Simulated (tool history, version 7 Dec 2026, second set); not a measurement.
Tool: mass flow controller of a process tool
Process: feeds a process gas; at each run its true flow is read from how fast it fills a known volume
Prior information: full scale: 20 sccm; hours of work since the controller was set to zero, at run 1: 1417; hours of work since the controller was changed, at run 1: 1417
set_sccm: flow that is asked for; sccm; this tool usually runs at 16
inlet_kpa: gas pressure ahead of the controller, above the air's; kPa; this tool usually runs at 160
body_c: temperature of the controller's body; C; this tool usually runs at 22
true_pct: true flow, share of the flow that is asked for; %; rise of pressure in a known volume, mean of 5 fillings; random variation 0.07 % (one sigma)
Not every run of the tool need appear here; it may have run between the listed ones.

run	day	set_sccm	inlet_kpa	body_c	hours of work since the controller was set to zero	hours of work since the controller was changed	true_pct
1	0.000	16	160	22	1417	1417	98.67
2	6.467	16	160	22	1506	1506	98.64
3	15.325	16	160	22	1628	1628	98.51
4	23.338	16	160	37	1738	1738	99.41
5	32.675	16	160	37	1866	1866	99.33
6	39.058	16	160	37	1954	1954	99.25
7	44.792	16	150	22	2033	2033	98.17
8	48.888	16	150	22	2089	2089	98.30
9	55.838	16	160	22	2185	2185	98.12
10	62.883	16	160	30	2282	2282	98.82
11	71.004	16	160	30	2393	2393	98.71
12	76.283	16	160	30	2466	2466	98.55
13	83.500	16	160	30	2565	2565	98.51
14	88.021	16	160	30	2627	2627	98.50
15	94.817	16	160	22	2721	2721	98.01
16	104.600	15	160	22	2855	2855	97.76
17	109.217	15	160	22	2919	2919	97.90
18	116.212	15	160	22	3015	3015	97.60
19	122.900	15	160	22	3107	3107	97.66
20	128.042	13	160	22	3177	3177	97.42
21	132.354	13	160	22	3237	3237	97.32
22	137.525	13	160	22	3308	3308	97.31
23	143.408	13	160	22	3389	3389	97.13
24	150.542	13	160	22	3487	3487	97.20
# day 151.267: controller's zero set anew
25	159.825	3	215	32	118	3614	95.35
26	167.571	3	192	22	224	3721	94.63
27	176.342	3	192	22	345	3841	94.51
28	181.492	13	160	22	415	3912	96.79
29	189.046	13	160	22	519	4016	96.83
# day 197.825: controller's zero set anew, once more
30	198.238	18	152	36	6	4142	98.59
31	204.508	9	198	36	92	4228	97.50
32	211.996	9	198	36	195	4331	97.55
33	220.546	14	171	20	312	4448	96.97
34	226.067	11	171	37	388	4524	97.59
35	233.788	11	242	37	494	4630	98.00
36	240.392	11	269	22	585	4721	97.33
37	246.375	5	160	24	667	4804	95.72
38	255.058	16	160	29	787	4923	97.71
39	264.692	3	160	31	919	5055	95.45
40	273.142	9	175	30	1035	5172	96.54
41	281.829	18	160	24	1155	5291	97.37
42	290.921	4	160	22	1280	5416	94.90
43	296.725	3	145	33	1360	5496	95.12
44	301.462	4	178	40	1425	5561	96.07
45	309.375	3	178	22	1533	5670	94.67
46	313.471	3	178	22	1590	5726	94.55
47	322.846	3	185	34	1719	5855	95.13

3 options for the next run, each taken on its own from the tool as it stands now. Forecast them:
A	326.812	9	187	33	1773	5909	?
B	326.812	3	185	38	1773	5909	?
C	326.812	3	146	34	1773	5909	?

run	true_pct
A	96.40
B	95.31
C	94.92
Take away the tool's hidden state, keep each run's random variation, and the runs would have read:
run	true_pct
A	98.89
B	98.36
C	97.98
